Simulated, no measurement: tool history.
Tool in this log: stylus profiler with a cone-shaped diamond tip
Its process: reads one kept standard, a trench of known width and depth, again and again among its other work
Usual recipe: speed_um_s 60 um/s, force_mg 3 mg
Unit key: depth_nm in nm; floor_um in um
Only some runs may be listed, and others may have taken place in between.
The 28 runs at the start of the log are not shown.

run   hour  speed_um_s  force_mg  scans with this tip  hours of work since the height scale was calibrated  depth_nm  floor_um
 29  578.5         118      1.04                 4248                                                  485    101.15     26.86
 30  598.8          37       3.9                 4330                                                  494    102.27     27.68
 31  619.2         133      3.85                 4412                                                  503    102.44     27.32
 32  641.4         133      3.85                 4500                                                  514    102.45     27.29
 33  671.9         127      3.93                 4622                                                  527    102.42     27.29
 34  687.6         127      3.93                 4685                                                  535    102.42     27.28
 35    715          37      1.97                 4795                                                  547    101.65     27.74
 36  733.8          37      1.97                 4870                                                  556    101.56     27.67
 37  757.2          15      8.88                 4964                                                  566       104     27.86

Predict each of these 3 candidate next runs independently; none follows another, all start after run 37:
  A  788.1         102      8.88                 5087                                                  581         ?         ?
  B  788.1         172         3                 5087                                                  581         ?         ?
  C  788.1         109      1.57                 5087                                                  581         ?         ?

run  depth_nm  floor_um
  A    104.02     27.56
  B    102.05        27
  C    101.42     27.12
With no hidden state in the tool, these same runs would have given:
run  depth_nm  floor_um
  A    103.88     27.69
  B    101.91     27.12
  C    101.28     27.24

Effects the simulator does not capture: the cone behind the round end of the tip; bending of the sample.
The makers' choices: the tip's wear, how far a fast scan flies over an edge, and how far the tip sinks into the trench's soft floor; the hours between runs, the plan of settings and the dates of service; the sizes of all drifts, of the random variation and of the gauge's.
